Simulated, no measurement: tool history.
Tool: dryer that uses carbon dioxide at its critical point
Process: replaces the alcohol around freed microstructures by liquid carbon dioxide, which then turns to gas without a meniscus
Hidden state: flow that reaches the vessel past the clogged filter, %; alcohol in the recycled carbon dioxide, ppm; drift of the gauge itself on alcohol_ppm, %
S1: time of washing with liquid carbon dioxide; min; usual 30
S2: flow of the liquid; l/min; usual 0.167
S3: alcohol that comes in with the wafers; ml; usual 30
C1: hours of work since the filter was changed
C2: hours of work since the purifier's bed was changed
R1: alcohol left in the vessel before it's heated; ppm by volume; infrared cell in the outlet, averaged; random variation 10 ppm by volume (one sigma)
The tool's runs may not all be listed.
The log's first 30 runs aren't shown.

run,hour,S1,S2,S3,C1,C2,R1
31,582.8,48,0.158,64,104,948,369
# hour 590.3: purifier's bed changed
32,606.5,26,0.239,49,121,13,485
33,620.3,28,0.239,49,132,24,345
34,643.3,28,0.239,49,150,42,369
35,666.4,28,0.239,49,169,61,398
36,685.5,28,0.254,35,184,76,223
37,705.5,28,0.254,35,200,92,219
38,727.5,22,0.110,30,218,110,5849
39,749.2,23,0.109,102,235,127,19109
# hour 762.4: inlet filter changed
40,766.1,30,0.167,28,3,140,566
41,783.6,28,0.112,120,17,154,11014
42,807.9,28,0.112,120,36,173,11547
43,825.6,23,0.112,120,51,187,17180
44,837.1,30,0.179,30,60,196,531
45,857.6,24,0.157,101,76,213,6046
46,880.6,30,0.167,64,94,231,1536

Forecast each of these 4 alternatives for the next run:
A,900.0,30,0.167,110,110,247,?
B,900.0,30,0.167,30,110,247,?
C,900.0,30,0.167,113,110,247,?
D,900.0,39,0.157,86,110,247,?

run,R1
A,2728
B,755
C,2813
D,970
Without the tool's hidden state the same runs would have given:
run,R1
A,2099
B,566
C,2164
D,694
